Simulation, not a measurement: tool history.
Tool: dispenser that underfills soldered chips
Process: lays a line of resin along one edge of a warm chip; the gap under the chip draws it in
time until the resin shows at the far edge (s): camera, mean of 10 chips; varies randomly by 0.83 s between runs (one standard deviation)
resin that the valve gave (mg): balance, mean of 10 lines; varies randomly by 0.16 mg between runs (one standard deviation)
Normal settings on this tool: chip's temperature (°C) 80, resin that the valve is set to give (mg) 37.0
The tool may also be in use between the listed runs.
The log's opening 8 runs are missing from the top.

| run | hour | chip's temperature (°C) | resin that the valve is set to give (mg) | hours of work since the syringe was changed | hours of work since the valve was cleaned | hours of work since the stage was calibrated | time until the resin shows at the far edge (s) | resin that the valve gave (mg) |
|---|---|---|---|---|---|---|---|---|
|  | 50.4 | dispensing valve cleaned and set on the balance |
| 9 | 54.9 | 80 | 38.3 | 7 | 3 | 290 | 148.4 | 38.40 |
| 10 | 59.9 | 80 | 37.5 | 11 | 7 | 294 | 202.6 | 37.43 |
|  | 61.5 | new syringe of resin |
| 11 | 70.0 | 92 | 37.0 | 6 | 14 | 301 | 83.6 | 36.68 |
|  | 77.9 | new syringe of resin |
| 12 | 78.6 | 80 | 45.8 | 0 | 20 | 307 | 80.6 | 45.59 |
| 13 | 82.6 | 80 | 45.8 | 3 | 23 | 310 | 103.8 | 45.06 |
|  | 86.1 | stage's temperature calibrated |
| 14 | 90.2 | 80 | 45.8 | 8 | 28 | 3 | 156.3 | 45.12 |
|  | 95.5 | new syringe of resin |
| 15 | 96.4 | 80 | 45.8 | 1 | 32 | 7 | 79.7 | 45.40 |
| 16 | 101.7 | 80 | 33.1 | 5 | 36 | 11 | 117.4 | 32.49 |
| 17 | 111.0 | 80 | 33.1 | 11 | 43 | 18 | 213.5 | 32.43 |
|  | 112.1 | new syringe of resin |
| 18 | 118.4 | 72 | 40.9 | 5 | 48 | 23 | 160.3 | 39.93 |
| 19 | 123.7 | 90 | 35.8 | 9 | 52 | 27 | 108.6 | 34.78 |
|  | 128.7 | new syringe of resin |
| 20 | 129.2 | 90 | 42.4 | 0 | 56 | 31 | 51.4 | 41.01 |
| 21 | 133.3 | 69 | 43.9 | 3 | 59 | 34 | 160.1 | 42.61 |
| 22 | 138.1 | 69 | 43.9 | 7 | 63 | 38 | 220.1 | 42.26 |
|  | 145.7 | new syringe of resin |
| 23 | 146.3 | 91 | 40.1 | 0 | 69 | 43 | 52.1 | 38.86 |
| 24 | 155.7 | 80 | 44.1 | 7 | 75 | 50 | 147.0 | 42.36 |
|  | 162.5 | new syringe of resin |
| 25 | 165.4 | 66 | 36.2 | 2 | 82 | 57 | 165.2 | 34.45 |
| 26 | 175.2 | 66 | 36.2 | 9 | 90 | 65 | 322.6 | 34.73 |
|  | 179.6 | new syringe of resin |
| 27 | 184.9 | 86 | 42.4 | 4 | 97 | 71 | 84.3 | 40.52 |
|  | 190.2 | dispensing valve cleaned and set on the balance |
| 28 | 195.5 | 90 | 46.0 | 11 | 4 | 78 | 134.2 | 45.33 |
|  | 197.2 | new syringe of resin |
| 29 | 202.4 | 90 | 38.6 | 4 | 9 | 83 | 70.4 | 38.58 |
| 30 | 209.6 | 73 | 35.8 | 9 | 14 | 89 | 228.9 | 35.42 |
|  | 214.4 | new syringe of resin |
| 31 | 217.2 | 76 | 34.0 | 2 | 19 | 94 | 108.4 | 33.66 |

5 options for the next run, each taken on its own from the tool as it stands now. Forecast them:
| A | 226.1 | 76 | 33.9 | 9 | 26 | 101 | ? | ? |
| B | 226.1 | 93 | 37.0 | 9 | 26 | 101 | ? | ? |
| C | 226.1 | 94 | 32.5 | 9 | 26 | 101 | ? | ? |
| D | 226.1 | 91 | 35.4 | 9 | 26 | 101 | ? | ? |
| E | 226.1 | 87 | 41.1 | 9 | 26 | 101 | ? | ? |

| run | time until the resin shows at the far edge (s) | resin that the valve gave (mg) |
|---|---|---|
| A | 190.8 | 33.53 |
| B | 95.7 | 36.64 |
| C | 94.7 | 32.09 |
| D | 104.0 | 34.86 |
| E | 120.9 | 40.54 |
The same runs, with their run-to-run variation unchanged, on a tool lacking any hidden condition would have given:
| run | time until the resin shows at the far edge (s) | resin that the valve gave (mg) |
|---|---|---|
| A | 91.9 | 33.99 |
| B | 46.0 | 37.14 |
| C | 45.4 | 32.53 |
| D | 50.0 | 35.34 |
| E | 58.3 | 41.10 |
